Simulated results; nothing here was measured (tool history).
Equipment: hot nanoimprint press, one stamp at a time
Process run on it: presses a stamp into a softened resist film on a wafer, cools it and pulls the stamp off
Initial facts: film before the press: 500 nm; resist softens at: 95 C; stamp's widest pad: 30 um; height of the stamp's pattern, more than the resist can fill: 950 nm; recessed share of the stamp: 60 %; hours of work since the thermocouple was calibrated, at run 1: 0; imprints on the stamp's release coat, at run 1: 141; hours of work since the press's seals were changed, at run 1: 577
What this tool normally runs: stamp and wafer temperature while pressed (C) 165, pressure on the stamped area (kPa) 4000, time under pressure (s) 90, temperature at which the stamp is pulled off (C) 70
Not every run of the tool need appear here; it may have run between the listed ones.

run	hour	stamp and wafer temperature while pressed (C)	pressure on the stamped area (kPa)	time under pressure (s)	temperature at which the stamp is pulled off (C)	hours of work since the thermocouple was calibrated	imprints on the stamp's release coat	hours of work since the press's seals were changed	resist left under the stamp's widest pad (Å)	greatest force while the stamp is pulled off (N)
1	0.0	165	4000	90	70	0	141	577	2399	178
2	27.3	165	4000	90	70	14	243	591	2388	177
3	44.6	165	4000	90	70	23	308	600	2397	185
4	62.8	165	4000	75	70	32	376	609	2548	187
5	79.7	165	4000	117	70	41	440	618	2185	189
6	107.0	165	4000	117	70	55	542	632	2181	193
7	127.6	165	4000	117	70	66	619	643	2152	198
8	156.8	165	4000	117	70	81	729	658	2157	203
# hour 162.4: plate thermocouple calibrated
9	174.0	165	5300	147	70	6	782	665	1701	196
10	191.4	165	4000	90	63	15	847	674	2342	213
11	207.9	165	4000	90	63	23	909	683	2335	217
12	236.7	165	4000	90	63	38	1017	698	2330	218
13	253.7	165	4000	90	63	47	1081	707	2304	215
14	270.4	165	3480	90	63	56	1144	715	2445	221
15	301.8	165	3480	52	58	72	1261	731	2929	234

Measured minus without-hidden-state, run by run (identical run-to-run variation in each term; gauge scatter may differ):
The tool's hidden condition here consists of: true temperature over the reading, C; pressure that arrives at the usual setting, %; grip of the stamp's worn release coat, % over a new coat's; drift of the gauge itself on residual_nm, %; drift of the gauge itself on pull_off_n, %.
run	resist left under the stamp's widest pad (Å)	greatest force while the stamp is pulled off (N)
1	-14	+6
2	-20	+9
3	-24	+12
4	-29	+16
5	-30	+18
6	-35	+22
7	-39	+26
8	-45	+30
9	-66	+30
10	-97	+35
11	-100	+38
12	-106	+42
13	-109	+44
14	-119	+47
15	-130	+53
